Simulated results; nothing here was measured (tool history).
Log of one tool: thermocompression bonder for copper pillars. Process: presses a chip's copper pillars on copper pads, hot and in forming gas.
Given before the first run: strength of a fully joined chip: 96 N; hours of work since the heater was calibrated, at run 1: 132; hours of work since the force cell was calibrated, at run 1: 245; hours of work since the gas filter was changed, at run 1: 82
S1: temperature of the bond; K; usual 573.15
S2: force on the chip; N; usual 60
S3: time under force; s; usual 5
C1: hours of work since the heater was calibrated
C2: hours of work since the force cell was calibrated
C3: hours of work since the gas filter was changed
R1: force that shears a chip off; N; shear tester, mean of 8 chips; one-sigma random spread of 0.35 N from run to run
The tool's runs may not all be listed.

| run | hour | S1 | S2 | S3 | C1 | C2 | C3 | R1 |
|---|---|---|---|---|---|---|---|---|
| 1 | 0 | 573.15 | 60 | 5 | 132 | 245 | 82 | 61.3 |
| 2 | 14.8 | 573.15 | 60 | 5 | 139 | 252 | 89 | 60.6 |
| 3 | 34.7 | 573.15 | 60 | 5 | 148 | 261 | 98 | 60.8 |
| 4 | 48 | 573.15 | 60 | 9 | 154 | 267 | 104 | 70.7 |
| 5 | 59.8 | 573.15 | 58 | 9 | 159 | 272 | 109 | 69.6 |
| 6 | 75.8 | 573.15 | 58 | 9 | 166 | 279 | 116 | 69.7 |
| 7 | 89.2 | 596.15 | 58 | 10 | 172 | 285 | 122 | 84.2 |
| 8 | 109.6 | 589.15 | 65 | 14 | 182 | 295 | 132 | 87.1 |
| 9 | 131 | 589.15 | 65 | 14 | 191 | 304 | 141 | 87.8 |
|  | 134.9 | forming gas filter changed |
| 10 | 149.2 | 552.15 | 56 | 10 | 199 | 312 | 7 | 55.9 |

Entry by entry between the runs, the difference in hidden state between the last listed run before and the first listed run after:
Between runs 9 and 10: forming gas filter changed (hour 134.9)
  oxide that the forming gas leaves, % of the face: 0.62 -> 0.51
